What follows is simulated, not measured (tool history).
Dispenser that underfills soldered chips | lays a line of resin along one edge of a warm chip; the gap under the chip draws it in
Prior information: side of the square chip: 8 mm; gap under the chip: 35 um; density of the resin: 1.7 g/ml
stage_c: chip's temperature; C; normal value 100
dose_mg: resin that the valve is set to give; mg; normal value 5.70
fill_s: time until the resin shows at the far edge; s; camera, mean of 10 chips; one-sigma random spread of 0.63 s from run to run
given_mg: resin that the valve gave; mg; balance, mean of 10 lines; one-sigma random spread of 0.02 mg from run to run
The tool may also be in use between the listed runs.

run 1 hour=0.0 | stage_c=100 dose_mg=5.70 | fill_s=58.3 given_mg=5.71
run 2 hour=9.3 | stage_c=100 dose_mg=5.70 | fill_s=77.7 given_mg=5.72
-- hour=10.3 new syringe of resin
run 3 hour=22.3 | stage_c=100 dose_mg=5.70 | fill_s=76.0 given_mg=5.73
-- hour=23.5 new syringe of resin
run 4 hour=34.0 | stage_c=100 dose_mg=5.70 | fill_s=72.7 given_mg=5.65
-- hour=37.1 new syringe of resin
run 5 hour=41.8 | stage_c=100 dose_mg=5.70 | fill_s=61.2 given_mg=5.65
run 6 hour=47.8 | stage_c=100 dose_mg=5.70 | fill_s=74.6 given_mg=5.64
-- hour=51.1 new syringe of resin
run 7 hour=58.8 | stage_c=100 dose_mg=5.92 | fill_s=66.6 given_mg=5.81
-- hour=64.7 new syringe of resin
run 8 hour=66.8 | stage_c=100 dose_mg=5.92 | fill_s=55.7 given_mg=5.80
run 9 hour=75.2 | stage_c=100 dose_mg=5.92 | fill_s=73.9 given_mg=5.79
-- hour=78.7 new syringe of resin
run 10 hour=82.5 | stage_c=100 dose_mg=5.92 | fill_s=59.3 given_mg=5.80
run 11 hour=89.0 | stage_c=100 dose_mg=5.92 | fill_s=71.3 given_mg=5.75
-- hour=91.9 new syringe of resin
run 12 hour=100.4 | stage_c=100 dose_mg=5.92 | fill_s=67.8 given_mg=5.73
-- hour=105.5 new syringe of resin
run 13 hour=108.7 | stage_c=100 dose_mg=5.92 | fill_s=57.8 given_mg=5.74
run 14 hour=118.1 | stage_c=100 dose_mg=5.92 | fill_s=77.4 given_mg=5.75
-- hour=119.1 new syringe of resin
run 15 hour=126.8 | stage_c=100 dose_mg=5.92 | fill_s=65.0 given_mg=5.76
-- hour=132.3 new syringe of resin
run 16 hour=139.1 | stage_c=100 dose_mg=5.92 | fill_s=65.0 given_mg=5.72
-- hour=146.3 new syringe of resin
run 17 hour=149.6 | stage_c=100 dose_mg=5.92 | fill_s=57.5 given_mg=5.67
-- hour=159.4 new syringe of resin
run 18 hour=159.4 | stage_c=99 dose_mg=6.35 | fill_s=53.7 given_mg=6.05
run 19 hour=166.1 | stage_c=96 dose_mg=6.21 | fill_s=73.8 given_mg=5.89
-- hour=173.5 new syringe of resin
run 20 hour=177.0 | stage_c=115 dose_mg=6.70 | fill_s=34.7 given_mg=6.34
-- hour=183.2 dispensing valve cleaned and set on the balance
run 21 hour=184.8 | stage_c=86 dose_mg=5.10 | fill_s=122.8 given_mg=5.07
-- hour=188.1 new syringe of resin
run 22 hour=190.9 | stage_c=86 dose_mg=5.10 | fill_s=93.4 given_mg=5.08
run 23 hour=198.9 | stage_c=86 dose_mg=5.10 | fill_s=122.8 given_mg=5.08
-- hour=201.8 new syringe of resin
run 24 hour=205.8 | stage_c=95 dose_mg=7.09 | fill_s=67.2 given_mg=7.02
run 25 hour=211.9 | stage_c=112 dose_mg=4.84 | fill_s=48.0 given_mg=4.78
-- hour=215.5 new syringe of resin
run 26 hour=223.2 | stage_c=112 dose_mg=4.84 | fill_s=46.1 given_mg=4.78
-- hour=228.9 new syringe of resin
run 27 hour=234.8 | stage_c=100 dose_mg=6.38 | fill_s=60.3 given_mg=6.31
-- hour=242.2 new syringe of resin
run 28 hour=243.0 | stage_c=100 dose_mg=5.27 | fill_s=53.3 given_mg=5.17
run 29 hour=251.0 | stage_c=104 dose_mg=6.48 | fill_s=58.3 given_mg=6.35
-- hour=255.5 new syringe of resin
run 30 hour=260.7 | stage_c=104 dose_mg=6.48 | fill_s=51.9 given_mg=6.32
run 31 hour=268.0 | stage_c=103 dose_mg=5.01 | fill_s=70.6 given_mg=4.88
-- hour=269.3 new syringe of resin
run 32 hour=279.9 | stage_c=103 dose_mg=5.01 | fill_s=67.0 given_mg=4.86
-- hour=283.0 new syringe of resin
run 33 hour=291.9 | stage_c=112 dose_mg=4.95 | fill_s=45.8 given_mg=4.78
-- hour=296.9 new syringe of resin
run 34 hour=299.3 | stage_c=107 dose_mg=5.87 | fill_s=43.1 given_mg=5.62

What if the next run were any one of these 3? Each begins from the tool's condition after run 34:
run A hour=307.4 | stage_c=104 dose_mg=5.70 | fill_s=? given_mg=?
run B hour=307.4 | stage_c=99 dose_mg=5.25 | fill_s=? given_mg=?
run C hour=307.4 | stage_c=106 dose_mg=5.65 | fill_s=? given_mg=?

run=A fill_s=60.9 given_mg=5.47
run=B fill_s=73.8 given_mg=5.02
run=C fill_s=56.3 given_mg=5.40
With the hidden condition removed and each run's random variation left untouched, the same runs would have given:
run=A fill_s=49.0 given_mg=5.70
run=B fill_s=59.2 given_mg=5.23
run=C fill_s=45.2 given_mg=5.63

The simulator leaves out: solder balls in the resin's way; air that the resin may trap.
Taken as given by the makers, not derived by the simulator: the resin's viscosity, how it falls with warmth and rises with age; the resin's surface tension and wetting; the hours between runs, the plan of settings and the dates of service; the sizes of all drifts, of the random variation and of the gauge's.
